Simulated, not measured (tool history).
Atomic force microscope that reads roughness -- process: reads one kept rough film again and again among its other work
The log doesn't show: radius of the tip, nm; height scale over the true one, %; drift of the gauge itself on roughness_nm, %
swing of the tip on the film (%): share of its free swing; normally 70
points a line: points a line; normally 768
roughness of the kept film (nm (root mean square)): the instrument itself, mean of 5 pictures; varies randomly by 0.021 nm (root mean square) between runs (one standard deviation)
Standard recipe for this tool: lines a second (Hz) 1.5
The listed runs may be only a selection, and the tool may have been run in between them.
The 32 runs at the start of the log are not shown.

run	hour	lines a second (Hz)	swing of the tip on the film (%)	points a line	pictures with this tip	hours of work since the height scale was calibrated	roughness of the kept film (nm (root mean square))
33	282.5	3.61	74	258	100	345	4.8
34	294.2	1.65	77	511	123	353	5.078
35	300.8	0.87	70	277	136	357	5.391
36	306.7	2.95	85	552	148	361	4.576
# hour 315: new tip fitted
37	315	2.95	77	552	0	367	4.865
38	321.3	0.52	73	768	13	371	5.428
39	329.3	2.15	69	768	29	376	5.208
40	337	0.51	69	808	44	381	5.412
41	348.3	1.5	71	261	67	389	5.251
42	357.4	1.5	71	261	85	395	5.216
43	366.9	1.03	74	261	104	401	5.296
44	378	3.53	71	768	126	409	4.917
45	385.2	3.53	58	768	140	414	5.235
46	393.3	0.56	81	420	157	419	5.369
# hour 397.8: new tip fitted
47	405.7	2.59	89	984	15	427	4.549
48	417.9	2.59	89	984	40	435	4.51
49	426.2	2.59	89	984	57	441	4.497
50	431.6	1.52	66	768	67	445	5.31
51	438.4	1.6	70	768	81	449	5.249
52	448.4	1.6	70	768	101	456	5.251
53	454.4	0.76	70	402	113	460	5.35
54	461.1	1.5	63	768	126	465	5.353

Here are 3 independent what-if runs from the current tool condition. What would each one return?
A	469.8	1.76	68	768	144	470	?
B	469.8	1.5	63	503	144	470	?
C	469.8	1.5	88	768	144	470	?

run	roughness of the kept film (nm (root mean square))
A	5.26
B	5.358
C	4.941
With no hidden state in the tool, these same runs would have given:
run	roughness of the kept film (nm (root mean square))
A	5.271
B	5.369
C	4.951

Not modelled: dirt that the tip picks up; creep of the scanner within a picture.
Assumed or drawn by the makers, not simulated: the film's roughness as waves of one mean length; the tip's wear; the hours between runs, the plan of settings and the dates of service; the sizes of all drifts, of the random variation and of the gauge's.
